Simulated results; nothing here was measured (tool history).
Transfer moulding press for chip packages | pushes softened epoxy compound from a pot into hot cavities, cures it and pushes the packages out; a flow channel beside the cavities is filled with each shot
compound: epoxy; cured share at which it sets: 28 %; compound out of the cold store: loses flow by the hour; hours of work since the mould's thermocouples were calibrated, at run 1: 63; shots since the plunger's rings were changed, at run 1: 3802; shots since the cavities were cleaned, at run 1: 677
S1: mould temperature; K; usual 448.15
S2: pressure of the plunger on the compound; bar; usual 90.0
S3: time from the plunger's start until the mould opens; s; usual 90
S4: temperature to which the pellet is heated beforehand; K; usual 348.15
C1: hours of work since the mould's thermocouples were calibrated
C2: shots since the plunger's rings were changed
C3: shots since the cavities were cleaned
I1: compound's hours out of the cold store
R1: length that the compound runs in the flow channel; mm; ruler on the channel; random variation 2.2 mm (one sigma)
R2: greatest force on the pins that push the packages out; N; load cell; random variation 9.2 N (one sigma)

run,day,S1,S2,S3,S4,C1,C2,C3,I1,R1,R2
1,0.000,448.15,90.0,90,348.15,63,3802,677,35.2,484,392
# day 0.288: cavities cleaned with cleaning compound and waxed
2,0.608,448.15,90.0,90,348.15,69,3928,74,16.9,531,409
3,0.962,448.15,90.0,90,348.15,73,4011,157,30.6,501,414
4,1.262,448.15,90.0,90,341.15,77,4080,226,29.9,499,409
5,1.667,448.15,90.0,90,341.15,81,4173,319,25.4,513,410
6,2.204,448.15,90.0,90,348.15,88,4298,444,8.5,553,418
7,2.608,448.15,90.0,90,348.15,92,4391,537,16.0,533,427
8,2.954,448.15,90.0,84,348.15,96,4471,617,20.1,521,498
# day 3.550: cavities cleaned with cleaning compound and waxed
9,3.654,448.15,90.0,90,348.15,104,4619,24,44.7,469,385
10,4.208,448.15,90.0,90,348.15,110,4747,152,30.6,504,385
11,4.933,448.15,90.0,90,348.15,118,4915,320,30.3,500,388
# day 5.288: plunger's sealing rings changed
12,5.500,448.15,90.0,90,348.15,124,49,427,15.2,535,420
13,6.117,448.15,90.0,90,348.15,131,191,569,42.2,475,393
14,6.625,448.15,90.0,90,348.15,136,309,687,45.2,468,382
# day 6.896: cavities cleaned with cleaning compound and waxed
15,7.225,448.15,90.0,90,348.15,143,433,76,40.4,479,389
16,7.958,448.15,100.0,90,354.15,151,604,247,19.0,552,393
17,8.496,448.15,100.0,90,354.15,157,728,371,15.9,562,408
18,9.096,443.15,69.3,73,352.15,164,866,509,37.3,431,904
19,9.692,443.15,69.3,73,352.15,171,1005,648,36.8,431,869
# day 10.108: cavities cleaned with cleaning compound and waxed
20,10.133,440.15,72.3,90,350.15,175,1092,6,16.9,486,743
21,10.554,440.15,72.3,90,350.15,180,1189,103,34.6,448,686
22,11.292,440.15,72.3,90,350.15,189,1360,274,12.8,494,756
23,11.629,455.15,72.3,90,350.15,192,1438,352,9.6,485,296
24,12.008,443.15,81.6,90,351.15,197,1526,440,43.5,455,535
25,12.588,455.15,87.1,129,355.15,203,1660,574,28.8,489,247
# day 13.333: cavities cleaned with cleaning compound and waxed
26,13.383,454.15,90.0,128,348.15,212,1829,11,26.4,504,243
27,13.788,448.15,104.5,74,348.15,217,1923,105,25.4,549,668
28,14.171,446.15,90.0,86,348.15,221,2012,194,38.8,483,517
29,14.738,446.15,90.0,86,348.15,227,2143,325,44.9,474,486
30,15.362,447.15,97.1,86,351.15,235,2288,470,24.2,535,505

3 ways to go on from here, each from the tool as it stands after run 30. What would each give?
A,16.071,447.15,97.1,81,342.15,243,2452,634,20.2,?,?
B,16.071,447.15,97.1,113,342.15,243,2452,634,33.2,?,?
C,16.071,447.15,92.1,86,339.15,243,2452,634,20.2,?,?

run,R1,R2
A,548,608
B,514,287
C,530,535
Without the tool's hidden state the same runs would have given:
run,R1,R2
A,548,604
B,514,285
C,530,531
